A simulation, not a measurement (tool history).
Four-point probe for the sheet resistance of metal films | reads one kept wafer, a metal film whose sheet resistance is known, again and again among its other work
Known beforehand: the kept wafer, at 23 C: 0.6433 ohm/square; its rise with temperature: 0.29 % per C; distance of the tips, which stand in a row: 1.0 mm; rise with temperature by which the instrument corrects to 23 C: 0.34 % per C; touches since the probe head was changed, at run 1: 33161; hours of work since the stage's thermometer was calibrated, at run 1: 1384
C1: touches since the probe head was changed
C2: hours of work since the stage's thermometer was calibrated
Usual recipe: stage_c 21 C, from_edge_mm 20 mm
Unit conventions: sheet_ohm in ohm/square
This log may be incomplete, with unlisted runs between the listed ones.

{"run": 1, "hour": 0.0, "stage_c": 21, "from_edge_mm": 20, "C1": 33161, "C2": 1384, "sheet_ohm": 0.646287}
{"run": 2, "hour": 51.7, "stage_c": 21, "from_edge_mm": 20, "C1": 34084, "C2": 1409, "sheet_ohm": 0.646192}
{"run": 3, "hour": 90.1, "stage_c": 21, "from_edge_mm": 11, "C1": 34770, "C2": 1427, "sheet_ohm": 0.64817}
{"run": 4, "hour": 141.3, "stage_c": 21, "from_edge_mm": 11, "C1": 35684, "C2": 1450, "sheet_ohm": 0.648166}
{"run": 5, "hour": 202.2, "stage_c": 21, "from_edge_mm": 11, "C1": 36772, "C2": 1479, "sheet_ohm": 0.648347}
{"run": 6, "hour": 246.6, "stage_c": 21, "from_edge_mm": 11, "C1": 37565, "C2": 1500, "sheet_ohm": 0.648079}

Predict the results of run 7:
{"run": 7, "hour": 284.2, "stage_c": 21, "from_edge_mm": 11, "C1": 38235, "C2": 1517, "sheet_ohm": "?"}

sheet_ohm: 0.648094 ohm/square
With the hidden condition absent and the run-to-run variation left alone, this run would have shown sheet_ohm 0.64684 ohm/square.
